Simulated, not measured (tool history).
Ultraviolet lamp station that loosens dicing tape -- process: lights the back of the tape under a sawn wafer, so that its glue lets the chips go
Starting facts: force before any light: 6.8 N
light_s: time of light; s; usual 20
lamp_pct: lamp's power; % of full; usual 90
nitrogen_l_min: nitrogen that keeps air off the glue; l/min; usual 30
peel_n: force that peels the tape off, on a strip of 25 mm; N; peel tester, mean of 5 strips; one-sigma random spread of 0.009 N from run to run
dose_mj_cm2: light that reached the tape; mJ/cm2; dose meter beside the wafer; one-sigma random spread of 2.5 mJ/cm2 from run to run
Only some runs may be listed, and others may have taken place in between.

run    hour  light_s  lamp_pct  nitrogen_l_min  peel_n  dose_mj_cm2
  1       0       20        90              30   0.465          251
  2    57.8       20        90              30   0.481          247
  3    82.8       20        90              30   0.488          241
  4   120.2       15        90              30   0.851          183
  5   172.6       15        90              30     0.9          180
  6   220.7       20        69              30   0.894          178
  7   244.8       16        90              30   0.836          189
  8   270.9       16        63              30   1.515          127
      303.7  -- window cleaned of glue's vapour
  9   311.8       15        90              30   0.831          188
 10     355       15        90              30   0.825          189
 11   391.6       15        90              30   0.868          179
 12   424.7       15        90              30   0.844          178
 13   470.9       15        90              30   0.921          174
 14   507.6       20        90              17    0.81          232
 15   549.4       20        90              17   0.836          230
 16   591.2       20        90              17   0.854          228
 17   617.8       11        94              24   1.678          130
 18   674.8       11        94              24   1.758          127
 19   727.2       23        68              43   0.635          188
      740.2  -- window cleaned of glue's vapour
 20   777.2       23        68              43   0.556          203
 21   811.3       14        64              28   1.823          115
 22   855.8       18        90              46   0.547          207
 23   898.1       18        90              46   0.539          202
 24   939.3       18        90              46   0.566          197
 25   969.4       18        90              46   0.571          199
 26  1000.9       18        90              46   0.601          195
 27  1051.1       15        90              46   0.858          160
 28  1101.2       17        73              55   0.962          142
 29  1153.1       17        73              55   0.954          140
     1177.8  -- window cleaned of glue's vapour
 30  1202.9       26        61              24   0.894          196
 31  1257.6       11        81              12   2.765          103

Consider 4 possible next runs. They are alternatives, not a sequence: every one starts from the tool as it was left by run 31. What does each give?
  A  1308       11        81              39       ?            ?
  B  1308       40        81              23       ?            ?
  C  1308       25        69              20       ?            ?
  D  1308       11        81              37       ?            ?

run  peel_n  dose_mj_cm2
  A   1.766          103
  B   0.284          379
  C   0.963          202
  D   1.741          104
What these runs would have given with no unlogged condition in the tool:
run  peel_n  dose_mj_cm2
  A   1.125          141
  B   0.216          517
  C   0.549          275
  D   1.118          142
